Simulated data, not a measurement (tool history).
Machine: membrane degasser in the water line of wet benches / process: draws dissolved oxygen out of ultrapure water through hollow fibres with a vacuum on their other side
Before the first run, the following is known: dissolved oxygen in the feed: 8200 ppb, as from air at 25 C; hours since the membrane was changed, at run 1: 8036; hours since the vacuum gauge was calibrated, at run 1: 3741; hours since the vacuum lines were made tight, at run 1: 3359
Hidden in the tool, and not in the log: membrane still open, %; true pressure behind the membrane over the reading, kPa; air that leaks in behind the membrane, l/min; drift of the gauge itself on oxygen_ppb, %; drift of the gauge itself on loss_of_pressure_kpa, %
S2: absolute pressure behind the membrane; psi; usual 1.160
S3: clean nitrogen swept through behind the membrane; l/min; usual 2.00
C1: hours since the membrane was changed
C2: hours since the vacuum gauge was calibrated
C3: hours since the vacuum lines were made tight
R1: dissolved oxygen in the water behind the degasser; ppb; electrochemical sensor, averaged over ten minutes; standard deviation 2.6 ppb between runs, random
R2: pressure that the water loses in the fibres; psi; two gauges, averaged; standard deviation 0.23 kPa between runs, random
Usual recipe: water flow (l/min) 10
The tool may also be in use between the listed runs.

Run 1, hour 0.0: usual settings; C1 8036; C2 3741; C3 3359. Result: R1 318.0 ppb, R2 8.711 psi.
Run 2, hour 97.3: usual settings; C1 8133; C2 3838; C3 3456. Result: R1 312.3 ppb, R2 8.723 psi.
Run 3, hour 192.8: usual settings; C1 8229; C2 3934; C3 3552. Result: R1 307.5 ppb, R2 8.812 psi.
At hour 387.7: seals of the vacuum lines changed.
Run 4, hour 387.7: usual settings; C1 8422; C2 4127; C3 0. Result: R1 309.4 ppb, R2 8.775 psi.
Run 5, hour 495.8: usual settings; C1 8530; C2 4235; C3 108. Result: R1 312.0 ppb, R2 8.789 psi.
Run 6, hour 600.1: usual settings; C1 8634; C2 4339; C3 212. Result: R1 309.8 ppb, R2 8.724 psi.
Run 7, hour 765.5: usual settings but S3 3.61 l/min; C1 8799; C2 4504; C3 378. Result: R1 289.6 ppb, R2 8.754 psi.
Run 8, hour 883.1: usual settings; C1 8917; C2 4622; C3 495. Result: R1 318.9 ppb, R2 8.823 psi.
Run 9, hour 1020.9: usual settings; C1 9055; C2 4760; C3 633. Result: R1 321.4 ppb, R2 8.763 psi.
At hour 1036.8: vacuum gauge calibrated.
Run 10, hour 1189.0: usual settings but S3 0.87 l/min; C1 9222; C2 152; C3 801. Result: R1 395.0 ppb, R2 8.802 psi.
Run 11, hour 1329.1: usual settings but S3 0.87 l/min; C1 9362; C2 292; C3 941. Result: R1 383.7 ppb, R2 8.798 psi.
Run 12, hour 1438.1: usual settings but S3 0.87 l/min; C1 9471; C2 401; C3 1050. Result: R1 388.6 ppb, R2 8.843 psi.
Run 13, hour 1583.8: usual settings; C1 9617; C2 547; C3 1196. Result: R1 320.4 ppb, R2 8.827 psi.
Run 14, hour 1752.2: usual settings; C1 9786; C2 715; C3 1364. Result: R1 328.9 ppb, R2 8.911 psi.
At hour 1885.9: vacuum gauge calibrated, once more.
Run 15, hour 1923.9: usual settings; C1 9957; C2 38; C3 1535. Result: R1 313.9 ppb, R2 8.872 psi.
Run 16, hour 2037.9: usual settings; C1 10071; C2 152; C3 1649. Result: R1 324.1 ppb, R2 8.882 psi.
Run 17, hour 2133.9: usual settings but water flow (l/min) 13, S3 0.93 l/min; C1 10167; C2 248; C3 1745. Result: R1 618.7 ppb, R2 11.525 psi.
Run 18, hour 2307.4: usual settings but water flow (l/min) 8, S3 1.48 l/min; C1 10340; C2 421; C3 1919. Result: R1 214.1 ppb, R2 7.100 psi.
Run 19, hour 2496.7: usual settings but water flow (l/min) 14, S2 1.938 psi; C1 10530; C2 611; C3 2108. Result: R1 695.6 ppb, R2 12.412 psi.
Run 20, hour 2678.6: usual settings but water flow (l/min) 6, S3 2.51 l/min; C1 10711; C2 793; C3 2290. Result: R1 95.9 ppb, R2 5.368 psi.
Run 21, hour 2820.3: usual settings but water flow (l/min) 6, S3 2.51 l/min; C1 10853; C2 934; C3 2432. Result: R1 94.5 ppb, R2 5.361 psi.
At hour 2962.7: membrane cartridge changed.
Run 22, hour 3009.2: usual settings but S2 2.735 psi, S3 1.12 l/min; C1 47; C2 1119; C3 2616. Result: R1 523.9 ppb, R2 8.250 psi.
Run 23, hour 3147.0: usual settings but S2 0.711 psi, S3 5.50 l/min; C1 184; C2 1257; C3 2754. Result: R1 212.5 ppb, R2 8.222 psi.
Run 24, hour 3317.6: usual settings but water flow (l/min) 14, S2 0.711 psi, S3 2.05 l/min; C1 355; C2 1428; C3 2925. Result: R1 473.8 ppb, R2 11.529 psi.
Run 25, hour 3467.2: usual settings but water flow (l/min) 16, S2 1.466 psi, S3 2.05 l/min; C1 505; C2 1577; C3 3075. Result: R1 697.3 ppb, R2 13.365 psi.
Run 26, hour 3657.5: usual settings but water flow (l/min) 7, S2 2.895 psi; C1 695; C2 1768; C3 3265. Result: R1 226.6 ppb, R2 5.844 psi.
Run 27, hour 3837.7: usual settings but S2 1.957 psi, S3 1.72 l/min; C1 875; C2 1948; C3 3445. Result: R1 353.6 ppb, R2 8.283 psi.
Run 28, hour 3965.3: usual settings but S2 0.908 psi; C1 1003; C2 2075; C3 3573. Result: R1 247.6 ppb, R2 8.264 psi.
Run 29, hour 4052.0: usual settings but S2 0.908 psi; C1 1089; C2 2162; C3 3659. Result: R1 248.7 ppb, R2 8.312 psi.

Predict each of these 3 candidate next runs independently; none follows another, all start after run 29:
At hour 4148.9: seals of the vacuum lines changed.
Run A, hour 4186.7: usual settings but S2 1.266 psi, S3 2.17 l/min; C1 1222; C2 2295; C3 38. Result: R1 ?, R2 ?.
At hour 4148.9: seals of the vacuum lines changed.
Run B, hour 4186.7: usual settings but water flow (l/min) 9, S2 2.144 psi; C1 1222; C2 2295; C3 38. Result: R1 ?, R2 ?.
At hour 4148.9: seals of the vacuum lines changed.
Run C, hour 4186.7: usual settings but S2 1.334 psi; C1 1222; C2 2295; C3 38. Result: R1 ?, R2 ?.

run     R1     R2
  A  269.8  8.325
  B  282.9  7.512
  C  282.3  8.332
Without the tool's unlogged condition, the same runs would have read:
run     R1     R2
  A  261.9  8.257
  B  276.2  7.451
  C  274.1  8.264
